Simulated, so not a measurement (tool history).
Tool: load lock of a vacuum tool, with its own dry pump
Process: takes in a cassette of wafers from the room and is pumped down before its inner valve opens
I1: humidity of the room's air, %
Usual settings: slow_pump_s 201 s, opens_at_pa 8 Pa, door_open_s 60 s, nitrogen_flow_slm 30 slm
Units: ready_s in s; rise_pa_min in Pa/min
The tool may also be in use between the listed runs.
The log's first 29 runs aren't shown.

Run 30, day 150.425: usual settings but slow_pump_s 140 s, opens_at_pa 13 Pa, door_open_s 63 s, nitrogen_flow_slm 18 slm; I1 45.2. Result: ready_s 217.3 s, rise_pa_min 0.053 Pa/min.
Run 31, day 154.017: usual settings but slow_pump_s 301 s, opens_at_pa 15 Pa, door_open_s 81 s, nitrogen_flow_slm 15 slm; I1 41.8. Result: ready_s 361.3 s, rise_pa_min 0.059 Pa/min.
Run 32, day 160.758: usual settings but slow_pump_s 301 s, opens_at_pa 15 Pa, door_open_s 81 s, nitrogen_flow_slm 15 slm; I1 45.2. Result: ready_s 360.1 s, rise_pa_min 0.061 Pa/min.
Run 33, day 165.612: usual settings but slow_pump_s 301 s, opens_at_pa 10 Pa, door_open_s 50 s, nitrogen_flow_slm 15 slm; I1 45.7. Result: ready_s 366.3 s, rise_pa_min 0.055 Pa/min.
Run 34, day 171.038: usual settings but slow_pump_s 301 s, opens_at_pa 10 Pa, door_open_s 50 s, nitrogen_flow_slm 15 slm; I1 45.2. Result: ready_s 363.5 s, rise_pa_min 0.051 Pa/min.
Run 35, day 174.792: usual settings but slow_pump_s 396 s, opens_at_pa 11 Pa, door_open_s 101 s, nitrogen_flow_slm 6 slm; I1 41.8. Result: ready_s 450.2 s, rise_pa_min 0.076 Pa/min.
Run 36, day 180.500: usual settings but slow_pump_s 396 s, opens_at_pa 11 Pa, door_open_s 101 s, nitrogen_flow_slm 6 slm; I1 43.1. Result: ready_s 450.3 s, rise_pa_min 0.075 Pa/min.
Run 37, day 186.046: usual settings but door_open_s 33 s; I1 48.3. Result: ready_s 277.3 s, rise_pa_min 0.048 Pa/min.

3 ways to go on from here, each from the tool as it stands after run 37. What would each give?
Run A, day 192.308: usual settings but slow_pump_s 112 s, door_open_s 28 s; I1 44.5. Result: ready_s ?, rise_pa_min ?.
Run B, day 192.308: usual settings but door_open_s 33 s, nitrogen_flow_slm 9 slm; I1 46.4. Result: ready_s ?, rise_pa_min ?.
Run C, day 192.308: usual settings but slow_pump_s 136 s, nitrogen_flow_slm 21 slm; I1 42.1. Result: ready_s ?, rise_pa_min ?.

run  ready_s  rise_pa_min
  A    198.0        0.039
  B    277.6        0.054
  C    218.5        0.054
Without the tool's hidden state the same runs would have given:
run  ready_s  rise_pa_min
  A    191.8        0.023
  B    272.3        0.038
  C    212.8        0.038
